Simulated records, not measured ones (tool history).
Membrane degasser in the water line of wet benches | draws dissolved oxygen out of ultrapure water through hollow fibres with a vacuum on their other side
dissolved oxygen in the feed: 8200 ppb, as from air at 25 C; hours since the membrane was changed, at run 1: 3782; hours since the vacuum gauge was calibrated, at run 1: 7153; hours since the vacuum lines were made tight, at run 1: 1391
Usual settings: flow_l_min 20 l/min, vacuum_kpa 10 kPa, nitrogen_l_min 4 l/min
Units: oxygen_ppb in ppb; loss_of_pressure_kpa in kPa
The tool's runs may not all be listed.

| run | hour | flow_l_min | vacuum_kpa | nitrogen_l_min | hours since the membrane was changed | hours since the vacuum gauge was calibrated | hours since the vacuum lines were made tight | oxygen_ppb | loss_of_pressure_kpa |
|---|---|---|---|---|---|---|---|---|---|
| 1 | 0 | 20 | 10 | 4 | 3782 | 7153 | 1391 | 173.4 | 45.27 |
| 2 | 70.1 | 20 | 10 | 4 | 3852 | 7223 | 1461 | 173.1 | 45.37 |
| 3 | 188.4 | 20 | 10 | 4 | 3971 | 7341 | 1579 | 175.5 | 45.13 |
| 4 | 253.4 | 20 | 10 | 4 | 4035 | 7406 | 1644 | 172.6 | 45.16 |
| 5 | 392.7 | 20 | 10 | 4 | 4175 | 7545 | 1783 | 176.9 | 45.17 |
| 6 | 480.8 | 20 | 10 | 4 | 4263 | 7633 | 1871 | 174.9 | 45.55 |
|  | 489.7 | vacuum gauge calibrated |
| 7 | 627.8 | 20 | 10 | 4 | 4409 | 138 | 2018 | 177.8 | 45.38 |
| 8 | 760.3 | 20 | 10 | 4 | 4542 | 271 | 2150 | 174.4 | 45.31 |
| 9 | 825.5 | 20 | 10 | 4 | 4607 | 336 | 2216 | 177.8 | 45.4 |
| 10 | 893.4 | 20 | 10 | 4 | 4675 | 404 | 2283 | 179.8 | 45.51 |
| 11 | 1031.3 | 20 | 10 | 4 | 4813 | 542 | 2421 | 179.2 | 45.3 |
| 12 | 1186.6 | 20 | 10 | 4 | 4968 | 697 | 2577 | 177.5 | 45.42 |
|  | 1258.8 | vacuum gauge calibrated, once more |
| 13 | 1324.8 | 20 | 8 | 4 | 5106 | 66 | 2714 | 147.4 | 45.54 |
| 14 | 1453.2 | 13 | 15.1 | 4.79 | 5234 | 194 | 2843 | 117.2 | 29.58 |
| 15 | 1522.4 | 15 | 13.6 | 1.8 | 5303 | 264 | 2912 | 253.5 | 34.28 |
| 16 | 1620.8 | 28 | 10.4 | 1.8 | 5402 | 362 | 3010 | 408.6 | 63.84 |
| 17 | 1685.5 | 17 | 14.4 | 1.81 | 5467 | 427 | 3075 | 309.7 | 38.72 |
| 18 | 1772.1 | 12 | 10 | 1.68 | 5553 | 513 | 3162 | 149.2 | 27.54 |
| 19 | 1927.7 | 12 | 10 | 1.68 | 5709 | 669 | 3317 | 152.9 | 27.33 |
| 20 | 2079 | 24 | 10 | 6.79 | 5860 | 820 | 3469 | 183.5 | 54.78 |
| 21 | 2184.8 | 15 | 10 | 8.4 | 5966 | 926 | 3574 | 83.4 | 34.32 |
| 22 | 2279.6 | 20 | 22.3 | 4 | 6061 | 1021 | 3669 | 313.5 | 45.64 |
| 23 | 2386.8 | 20 | 22.3 | 4 | 6168 | 1128 | 3776 | 319.8 | 45.73 |

Some steps in oxygen_ppb between neighbouring runs. How much of each would the tool show without its hidden state too (settings, what came in, random variation), and how much is left for the hidden state, with any gauge scatter that isn't in both results?
The hidden state here: membrane still open, %; true pressure behind the membrane over the reading, kPa; air that leaks in behind the membrane, l/min; drift of the gauge itself on oxygen_ppb, %; drift of the gauge itself on loss_of_pressure_kpa, %.
Run 15 -> 16: flow_l_min 15 -> 28, vacuum_kpa 13.6 -> 10.4. oxygen_ppb +155.1 ppb: hidden state +10.4, all else +144.7.
Run 17 -> 18: flow_l_min 17 -> 12, vacuum_kpa 14.4 -> 10, nitrogen_l_min 1.81 -> 1.68. oxygen_ppb -160.5 ppb: hidden state -4.3, all else -156.2.
Run 19 -> 20: flow_l_min 12 -> 24, nitrogen_l_min 1.68 -> 6.79. oxygen_ppb +30.6 ppb: hidden state +8.7, all else +21.9.
Run 21 -> 22: flow_l_min 15 -> 20, vacuum_kpa 10 -> 22.3, nitrogen_l_min 8.4 -> 4. oxygen_ppb +230.1 ppb: hidden state +6.9, all else +223.2.

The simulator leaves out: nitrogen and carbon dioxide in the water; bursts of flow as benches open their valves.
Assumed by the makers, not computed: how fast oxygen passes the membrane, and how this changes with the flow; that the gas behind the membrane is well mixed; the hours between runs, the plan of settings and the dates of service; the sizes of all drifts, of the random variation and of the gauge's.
